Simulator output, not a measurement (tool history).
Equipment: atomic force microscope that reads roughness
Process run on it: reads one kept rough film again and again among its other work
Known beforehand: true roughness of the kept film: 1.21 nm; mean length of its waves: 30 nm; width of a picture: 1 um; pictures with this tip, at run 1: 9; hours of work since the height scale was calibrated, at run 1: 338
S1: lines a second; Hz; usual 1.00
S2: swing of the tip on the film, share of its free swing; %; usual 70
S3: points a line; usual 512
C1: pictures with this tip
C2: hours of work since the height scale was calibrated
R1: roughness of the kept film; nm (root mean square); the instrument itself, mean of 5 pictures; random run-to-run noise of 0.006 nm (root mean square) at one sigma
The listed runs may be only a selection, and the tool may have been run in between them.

| run | hour | S1 | S2 | S3 | C1 | C2 | R1 |
|---|---|---|---|---|---|---|---|
| 1 | 0.0 | 1.00 | 70 | 512 | 9 | 338 | 1.087 |
| 2 | 15.8 | 3.05 | 70 | 512 | 48 | 350 | 0.933 |
|  | 28.9 | new tip fitted |
| 3 | 34.0 | 1.00 | 70 | 773 | 13 | 363 | 1.074 |
| 4 | 47.6 | 1.00 | 70 | 773 | 47 | 373 | 1.038 |
|  | 60.1 | new tip fitted |
| 5 | 60.6 | 1.00 | 70 | 382 | 2 | 383 | 1.098 |
| 6 | 75.4 | 1.00 | 70 | 382 | 38 | 394 | 1.044 |
| 7 | 88.1 | 1.00 | 70 | 512 | 70 | 403 | 1.011 |
|  | 92.1 | new tip fitted |
| 8 | 97.8 | 1.00 | 70 | 512 | 14 | 410 | 1.090 |
| 9 | 114.8 | 1.00 | 70 | 512 | 56 | 423 | 1.021 |
|  | 123.4 | new tip fitted |
| 10 | 132.0 | 1.00 | 70 | 512 | 21 | 435 | 1.083 |
| 11 | 144.6 | 1.00 | 70 | 512 | 53 | 445 | 1.033 |
|  | 154.7 | new tip fitted |
| 12 | 160.7 | 1.00 | 70 | 512 | 15 | 457 | 1.075 |
| 13 | 173.7 | 1.00 | 70 | 512 | 47 | 466 | 1.032 |
| 14 | 184.3 | 1.00 | 78 | 512 | 74 | 474 | 0.973 |
|  | 186.2 | new tip fitted |
| 15 | 202.4 | 1.00 | 70 | 512 | 40 | 487 | 1.041 |
| 16 | 211.9 | 1.00 | 70 | 512 | 64 | 495 | 1.005 |
|  | 217.6 | new tip fitted |
| 17 | 223.7 | 0.81 | 87 | 820 | 15 | 503 | 1.020 |
| 18 | 241.1 | 1.00 | 60 | 861 | 59 | 516 | 1.046 |
|  | 248.8 | new tip fitted |
| 19 | 255.1 | 1.78 | 59 | 550 | 16 | 526 | 1.073 |
| 20 | 267.8 | 1.78 | 59 | 550 | 47 | 536 | 1.036 |
|  | 280.5 | new tip fitted |
| 21 | 287.2 | 1.78 | 59 | 550 | 16 | 550 | 1.087 |
| 22 | 297.0 | 1.07 | 66 | 512 | 40 | 557 | 1.052 |
|  | 312.3 | new tip fitted |
| 23 | 317.8 | 3.06 | 83 | 937 | 14 | 573 | 0.838 |
| 24 | 329.8 | 1.47 | 56 | 518 | 43 | 582 | 1.059 |
| 25 | 341.2 | 1.93 | 56 | 328 | 71 | 590 | 1.011 |
|  | 343.5 | new tip fitted |
| 26 | 360.3 | 0.93 | 58 | 341 | 41 | 604 | 1.073 |
|  | 376.3 | new tip fitted |
| 27 | 381.5 | 1.74 | 68 | 278 | 13 | 620 | 1.038 |
| 28 | 401.5 | 1.74 | 76 | 630 | 62 | 635 | 0.939 |
|  | 408.1 | new tip fitted |
| 29 | 410.9 | 1.74 | 85 | 630 | 7 | 641 | 0.943 |
| 30 | 422.8 | 1.74 | 85 | 630 | 36 | 650 | 0.911 |

What differs in the tool's unlogged condition from the final listed run ahead of each entry between runs to the first listed run following it?
In the gap between runs 2 and 3: new tip fitted (hour 28.9)
  radius of the tip, nm: 18.1 -> 8.6; height scale over the true one, %: -0.48 -> -0.5
  measured less the result without the state, R1: -0.067 -> -0.025 nm (root mean square)
In the gap between runs 4 and 5: new tip fitted (hour 60.1)
  radius of the tip, nm: 17.5 -> 6; height scale over the true one, %: -0.52 -> -0.54
  measured less the result without the state, R1: -0.073 -> -0.012 nm (root mean square)
In the gap between runs 7 and 8: new tip fitted (hour 92.1)
  radius of the tip, nm: 23.2 -> 8.6; height scale over the true one, %: -0.58 -> -0.59
  measured less the result without the state, R1: -0.102 -> -0.027 nm (root mean square)
In the gap between runs 9 and 10: new tip fitted (hour 123.4)
  radius of the tip, nm: 18.8 -> 9.7; height scale over the true one, %: -0.61 -> -0.64
  measured less the result without the state, R1: -0.081 -> -0.034 nm (root mean square)
In the gap between runs 11 and 12: new tip fitted (hour 154.7)
  radius of the tip, nm: 17.8 -> 8.6; height scale over the true one, %: -0.65 -> -0.68
  measured less the result without the state, R1: -0.075 -> -0.027 nm (root mean square)
In the gap between runs 14 and 15: new tip fitted (hour 186.2)
  radius of the tip, nm: 23.7 -> 15.9; height scale over the true one, %: -0.71 -> -0.73
  measured less the result without the state, R1: -0.102 -> -0.068 nm (root mean square)
In the gap between runs 16 and 17: new tip fitted (hour 217.6)
  radius of the tip, nm: 22.3 -> 9.1; height scale over the true one, %: -0.74 -> -0.76
  measured less the result without the state, R1: -0.099 -> -0.030 nm (root mean square)
In the gap between runs 18 and 19: new tip fitted (hour 248.8)
  radius of the tip, nm: 20.5 -> 9; height scale over the true one, %: -0.78 -> -0.8
  measured less the result without the state, R1: -0.093 -> -0.031 nm (root mean square)
In the gap between runs 20 and 21: new tip fitted (hour 280.5)
  radius of the tip, nm: 16.7 -> 9.1; height scale over the true one, %: -0.82 -> -0.84
  measured less the result without the state, R1: -0.072 -> -0.033 nm (root mean square)
In the gap between runs 22 and 23: new tip fitted (hour 312.3)
  radius of the tip, nm: 15.2 -> 9.1; height scale over the true one, %: -0.86 -> -0.89
  measured less the result without the state, R1: -0.065 -> -0.026 nm (root mean square)
In the gap between runs 25 and 26: new tip fitted (hour 343.5)
  radius of the tip, nm: 22.8 -> 15.9; height scale over the true one, %: -0.92 -> -0.94
  measured less the result without the state, R1: -0.104 -> -0.071 nm (root mean square)
In the gap between runs 26 and 27: new tip fitted (hour 376.3)
  radius of the tip, nm: 15.9 -> 8.1; height scale over the true one, %: -0.94 -> -0.97
  measured less the result without the state, R1: -0.071 -> -0.027 nm (root mean square)
In the gap between runs 28 and 29: new tip fitted (hour 408.1)
  radius of the tip, nm: 19.4 -> 6.6; height scale over the true one, %: -1 -> -1.01
  measured less the result without the state, R1: -0.080 -> -0.018 nm (root mean square)
